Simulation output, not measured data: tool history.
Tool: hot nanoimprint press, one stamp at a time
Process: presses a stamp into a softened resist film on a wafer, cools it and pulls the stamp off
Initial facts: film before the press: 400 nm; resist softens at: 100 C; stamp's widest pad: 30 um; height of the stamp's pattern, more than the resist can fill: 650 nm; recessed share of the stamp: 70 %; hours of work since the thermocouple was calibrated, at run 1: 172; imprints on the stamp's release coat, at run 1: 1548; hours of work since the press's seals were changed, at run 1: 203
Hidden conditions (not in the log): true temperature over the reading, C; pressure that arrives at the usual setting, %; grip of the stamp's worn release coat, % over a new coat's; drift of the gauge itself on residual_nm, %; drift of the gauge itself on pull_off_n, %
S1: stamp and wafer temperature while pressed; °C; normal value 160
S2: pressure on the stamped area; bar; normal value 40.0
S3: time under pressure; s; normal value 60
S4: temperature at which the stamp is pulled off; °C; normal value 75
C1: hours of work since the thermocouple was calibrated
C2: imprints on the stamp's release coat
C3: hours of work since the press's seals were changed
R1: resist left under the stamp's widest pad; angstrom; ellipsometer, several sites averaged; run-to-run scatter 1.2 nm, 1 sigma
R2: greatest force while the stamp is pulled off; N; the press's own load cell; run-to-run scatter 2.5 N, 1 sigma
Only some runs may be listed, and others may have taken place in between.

run   hour   S1    S2  S3  S4   C1    C2   C3    R1   R2
  1    0.0  160  40.0  60  75  172  1548  203  1890  145
  2   44.1  160  40.0  60  65  201  1698  232  1899  195
      64.5  -- stamp cleaned and given a new release coat
  3   97.6  160  40.0  60  65  231   113  263  1929  152
  4  135.8  160  40.0  60  65  256   244  287  1937  153
  5  186.6  160  40.0  60  67  289   417  320  1931  149
  6  233.6  160  40.0  60  67  319   577  351  1967  149
  7  286.9  160  40.0  60  81  354   759  385  1960  113
  8  332.9  160  40.0  60  75  384   916  415  2014  133
     353.3  -- plate thermocouple calibrated
  9  387.7  160  40.0  60  73   22  1092  448  2094  152
 10  433.5  160  33.2  60  75   52  1249  478  2306  148
 11  459.9  160  33.2  60  75   69  1339  495  2290  146
 12  510.5  160  33.2  85  75  102  1512  528  2077  149
 13  532.8  160  33.2  85  75  116  1587  542  2062  152
 14  562.3  160  40.0  60  75  135  1688  561  2180  156
     583.7  -- stamp cleaned and given a new release coat
 15  619.6  160  40.0  60  75  168   122  595  2191  128
     626.7  -- plate thermocouple calibrated, once more
 16  650.1  160  27.1  60  62   15   216  612  2205  160
 17  686.3  160  40.0  60  61   39   339  636  1888  164
 18  735.0  160  40.0  60  61   70   505  667  1886  168
 19  767.7  166  32.0  60  64   91   617  689  1488  164
 20  797.8  169  40.0  45  78  111   720  708  1253  121
 21  833.2  160  24.7  60  75  134   840  731  2314  135
 22  877.2  160  40.1  74  76  162   991  759  1782  124

Expected results for the next run?
 23  928.8  170  26.1  48  75  196  1167  793   ?   ?

Run 23 yielded R1 1441 angstrom, R2 145 N.
With no hidden state in the tool, this same run would have given R1 1342 angstrom, R2 121 N.
